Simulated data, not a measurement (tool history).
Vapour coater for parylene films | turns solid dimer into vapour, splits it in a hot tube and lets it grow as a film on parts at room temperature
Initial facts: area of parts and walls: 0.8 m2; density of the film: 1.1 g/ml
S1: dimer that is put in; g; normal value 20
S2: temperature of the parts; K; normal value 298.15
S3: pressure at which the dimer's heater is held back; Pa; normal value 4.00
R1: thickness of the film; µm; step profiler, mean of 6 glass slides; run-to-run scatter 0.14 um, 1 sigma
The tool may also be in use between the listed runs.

| run | hour | S1 | S2 | S3 | R1 |
|---|---|---|---|---|---|
| 1 | 0.0 | 20 | 298.15 | 4.00 | 16.74 |
| 2 | 27.3 | 20 | 298.15 | 4.00 | 16.36 |
| 3 | 42.8 | 20 | 298.15 | 4.00 | 16.66 |
| 4 | 75.1 | 20 | 298.15 | 4.00 | 16.39 |
| 5 | 88.8 | 12 | 298.15 | 4.00 | 9.83 |
| 6 | 111.9 | 12 | 298.15 | 4.00 | 9.84 |
| 7 | 127.6 | 20 | 298.15 | 4.00 | 16.27 |
| 8 | 152.7 | 28 | 298.15 | 4.00 | 22.51 |
| 9 | 180.2 | 28 | 298.15 | 4.00 | 22.61 |
| 10 | 199.6 | 28 | 298.15 | 4.00 | 21.75 |
| 11 | 221.2 | 28 | 298.15 | 4.00 | 21.83 |
| 12 | 239.6 | 28 | 298.15 | 4.00 | 21.68 |
| 13 | 269.9 | 20 | 298.15 | 4.00 | 15.17 |
| 14 | 292.9 | 13 | 303.15 | 3.10 | 10.73 |
| 15 | 322.5 | 13 | 303.15 | 4.03 | 10.56 |
| 16 | 339.3 | 13 | 303.15 | 4.03 | 10.48 |
| 17 | 354.3 | 8 | 303.15 | 3.67 | 6.44 |
| 18 | 382.9 | 30 | 294.15 | 5.77 | 27.64 |
| 19 | 403.4 | 25 | 294.15 | 5.77 | 22.47 |
| 20 | 433.2 | 15 | 305.15 | 8.47 | 10.68 |
| 21 | 453.8 | 20 | 298.15 | 10.92 | 15.95 |
| 22 | 476.5 | 20 | 298.15 | 10.31 | 15.85 |
| 23 | 490.3 | 20 | 298.15 | 10.31 | 15.61 |
| 24 | 517.3 | 20 | 298.15 | 10.31 | 15.81 |
| 25 | 541.2 | 12 | 296.15 | 3.70 | 10.81 |

Not shown here: 2 entries made in the log between runs. Locate each between two listed runs and compare the hidden state at the listed run before it with the hidden state at the listed run after it:
After run 9, before run 10: trap's valve overhauled (hour 186.1)
  vapour lost through the trap's worn valve, %: 9.3 -> 13.2; true temperature of the parts over the reading, C: -0.78 -> -0.8
  measured minus no-state result, R1: -1.97 -> -2.93 µm
After run 13, before run 14: trap's valve overhauled, once more (hour 283.9)
  vapour lost through the trap's worn valve, %: 14.3 -> 0.5; true temperature of the parts over the reading, C: -0.86 -> -0.88
  measured minus no-state result, R1: -2.24 -> +0.12 µm
